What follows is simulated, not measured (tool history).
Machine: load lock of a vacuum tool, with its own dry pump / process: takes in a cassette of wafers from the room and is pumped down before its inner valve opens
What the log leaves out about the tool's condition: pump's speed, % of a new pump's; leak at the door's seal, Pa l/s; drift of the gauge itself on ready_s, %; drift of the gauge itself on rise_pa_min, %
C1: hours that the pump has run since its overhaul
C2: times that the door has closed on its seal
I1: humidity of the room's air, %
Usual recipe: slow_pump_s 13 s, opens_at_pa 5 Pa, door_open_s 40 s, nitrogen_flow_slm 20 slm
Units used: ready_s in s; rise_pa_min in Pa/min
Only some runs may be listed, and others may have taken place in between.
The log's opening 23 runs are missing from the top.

run 24 hour=2865.4 | slow_pump_s=10 opens_at_pa=5 door_open_s=54 nitrogen_flow_slm=29 | C1=9182 C2=34783 | I1=45.2 | ready_s=20.7 rise_pa_min=0.477
run 25 hour=3033.5 | slow_pump_s=8 opens_at_pa=5 door_open_s=76 nitrogen_flow_slm=21 | C1=9350 C2=35244 | I1=47.1 | ready_s=19.1 rise_pa_min=0.508
run 26 hour=3196.8 | slow_pump_s=8 opens_at_pa=5 door_open_s=41 nitrogen_flow_slm=21 | C1=9513 C2=35693 | I1=46.2 | ready_s=19.1 rise_pa_min=0.498
run 27 hour=3280.4 | slow_pump_s=8 opens_at_pa=5 door_open_s=41 nitrogen_flow_slm=21 | C1=9597 C2=35922 | I1=46.1 | ready_s=19.8 rise_pa_min=0.489
run 28 hour=3383.5 | slow_pump_s=8 opens_at_pa=5 door_open_s=41 nitrogen_flow_slm=21 | C1=9700 C2=36205 | I1=45.9 | ready_s=19.0 rise_pa_min=0.512
run 29 hour=3499.2 | slow_pump_s=8 opens_at_pa=5 door_open_s=41 nitrogen_flow_slm=21 | C1=9815 C2=36523 | I1=44.2 | ready_s=19.2 rise_pa_min=0.495
run 30 hour=3681.8 | slow_pump_s=8 opens_at_pa=5 door_open_s=151 nitrogen_flow_slm=20 | C1=9998 C2=37024 | I1=44.6 | ready_s=19.4 rise_pa_min=0.600
run 31 hour=3789.6 | slow_pump_s=8 opens_at_pa=5 door_open_s=151 nitrogen_flow_slm=20 | C1=10106 C2=37321 | I1=45.9 | ready_s=19.6 rise_pa_min=0.604
-- hour=3899.2 door's seal changed, seat wiped
run 32 hour=3972.7 | slow_pump_s=12 opens_at_pa=5 door_open_s=151 nitrogen_flow_slm=32 | C1=10287 C2=202 | I1=42.8 | ready_s=22.8 rise_pa_min=0.119
run 33 hour=4051.8 | slow_pump_s=12 opens_at_pa=5 door_open_s=151 nitrogen_flow_slm=32 | C1=10366 C2=419 | I1=43.8 | ready_s=22.8 rise_pa_min=0.111
run 34 hour=4180.8 | slow_pump_s=14 opens_at_pa=9 door_open_s=40 nitrogen_flow_slm=20 | C1=10495 C2=773 | I1=47.6 | ready_s=23.8 rise_pa_min=0.073

Alternative continuations, all from the tool just after run 34; predict every row:
run A hour=4290.4 | slow_pump_s=8 opens_at_pa=9 door_open_s=40 nitrogen_flow_slm=23 | C1=10605 C2=1074 | I1=42.0 | ready_s=? rise_pa_min=?
run B hour=4290.4 | slow_pump_s=15 opens_at_pa=5 door_open_s=40 nitrogen_flow_slm=20 | C1=10605 C2=1074 | I1=46.6 | ready_s=? rise_pa_min=?
run C hour=4290.4 | slow_pump_s=14 opens_at_pa=9 door_open_s=58 nitrogen_flow_slm=20 | C1=10605 C2=1074 | I1=46.6 | ready_s=? rise_pa_min=?
run D hour=4290.4 | slow_pump_s=9 opens_at_pa=9 door_open_s=148 nitrogen_flow_slm=20 | C1=10605 C2=1074 | I1=45.6 | ready_s=? rise_pa_min=?
run E hour=4290.4 | slow_pump_s=9 opens_at_pa=5 door_open_s=33 nitrogen_flow_slm=20 | C1=10605 C2=1074 | I1=46.8 | ready_s=? rise_pa_min=?

run=A ready_s=18.8 rise_pa_min=0.058
run=B ready_s=25.3 rise_pa_min=0.073
run=C ready_s=23.3 rise_pa_min=0.085
run=D ready_s=19.2 rise_pa_min=0.142
run=E ready_s=20.2 rise_pa_min=0.063
Take away the tool's hidden state, keep each run's random variation, and the runs would have read:
run=A ready_s=17.7 rise_pa_min=0.051
run=B ready_s=24.2 rise_pa_min=0.066
run=C ready_s=22.2 rise_pa_min=0.078
run=D ready_s=18.0 rise_pa_min=0.135
run=E ready_s=19.0 rise_pa_min=0.057
